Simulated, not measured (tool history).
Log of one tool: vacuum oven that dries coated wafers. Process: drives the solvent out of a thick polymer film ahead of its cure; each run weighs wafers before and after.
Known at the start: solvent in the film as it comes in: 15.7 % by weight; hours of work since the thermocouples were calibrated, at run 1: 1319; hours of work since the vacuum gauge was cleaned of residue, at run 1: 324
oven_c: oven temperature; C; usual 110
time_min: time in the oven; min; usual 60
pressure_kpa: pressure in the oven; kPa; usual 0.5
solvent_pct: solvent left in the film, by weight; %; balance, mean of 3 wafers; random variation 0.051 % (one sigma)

run   hour  oven_c  time_min  pressure_kpa  hours of work since the thermocouples were calibrated  hours of work since the vacuum gauge was cleaned of residue  solvent_pct
  1      0     110        60           0.5                                                   1319                                                          324         1.14
  2   19.4     110        60           0.5                                                   1329                                                          334         1.17
  3   38.7     110        60           0.5                                                   1340                                                          345         1.07
  4   57.1     110        60           0.5                                                   1350                                                          355         1.07
  5   68.5     110        60           0.5                                                   1356                                                          361          1.2
  6   82.2     110        60           0.5                                                   1363                                                          368         1.16
  7  102.4     110        60           0.5                                                   1374                                                          379         1.21
  8  124.5     110        60           0.5                                                   1386                                                          391         1.24
  9  140.4     110        60           0.5                                                   1394                                                          399         1.13
 10  151.2     110        60           0.5                                                   1400                                                          405         1.18
 11    169     110        60           0.5                                                   1410                                                          415         1.15
 12  185.2     109        60           0.5                                                   1418                                                          423         1.36
 13  198.6     109        60           0.5                                                   1425                                                          430          1.3
 14  214.1     109        60         0.659                                                   1434                                                          439         1.41
 15  224.9     109        60         0.659                                                   1440                                                          445         1.39
 16  240.3     109        60         0.659                                                   1448                                                          453         1.36
 17  262.2     109        60         0.659                                                   1460                                                          465         1.41
 18  283.2     109        60         0.659                                                   1471                                                          476         1.49
 19  302.8     110        63           0.5                                                   1481                                                          486         0.95
 20  320.3     110        63           0.5                                                   1491                                                          496         1.05
 21  331.2     110        63           0.5                                                   1497                                                          502         1.05
 22  345.5     110        60           0.5                                                   1504                                                          509         1.25
 23  363.2     110        60           0.5                                                   1514                                                          519         1.14
 24  378.6     110        60           0.5                                                   1522                                                          527         1.19
 25  394.4     116        65         1.692                                                   1531                                                          535         0.78
 26  415.6     111        60         1.347                                                   1542                                                          547          1.4
 27  431.8     102        51         0.265                                                   1551                                                          556         3.38
 28  445.5     110        60         1.648                                                   1558                                                          563          1.6
 29  455.5     118        33         0.483                                                   1563                                                          568         1.64
 30  467.1     102        41         1.362                                                   1570                                                          574         4.73
 31  484.1     102        41         1.362                                                   1579                                                          584          4.7
 32  498.7     116       101         1.362                                                   1586                                                          591         0.47
 33  508.8     110        84           0.5                                                   1592                                                          597         0.58
 34  527.9     110        36           0.5                                                   1602                                                          607            3
 35  541.9     110        36           0.5                                                   1610                                                          615         2.93
 36  556.5     110        61           0.5                                                   1618                                                          622         1.28
 37  575.8     110        61           0.5                                                   1628                                                          633          1.2
 38  592.1     110        61           0.5                                                   1637                                                          642         1.23
 39  609.5     110        61           0.5                                                   1646                                                          651         1.16
 40  630.4     117        60         1.533                                                   1657                                                          662         0.79
 41  646.4     117        60         1.533                                                   1666                                                          671         0.78
 42  668.5     124        63         0.692                                                   1678                                                          683         0.25
 43  686.5      97        60         0.595                                                   1687                                                          692         4.34
 44  706.2      97        60         0.595                                                   1698                                                          703         4.19
 45  722.9     115        44         1.654                                                   1707                                                          712          1.7
 46  743.5     115        44         1.654                                                   1718                                                          723         1.61
 47  765.1     115        58         1.926                                                   1729                                                          734         1.11
 48  787.1     124        38         1.243                                                   1741                                                          746         0.63

Forecast each of these 3 alternatives for the next run:
  A  808.8     110        57         1.994                                                   1753                                                          758            ?
  B  808.8     106        34         1.596                                                   1753                                                          758            ?
  C  808.8     110        56           0.5                                                   1753                                                          758            ?

run  solvent_pct
  A         1.88
  B         4.69
  C         1.49
Without the tool's hidden state the same runs would have given:
run  solvent_pct
  A         1.49
  B         4.09
  C         1.13
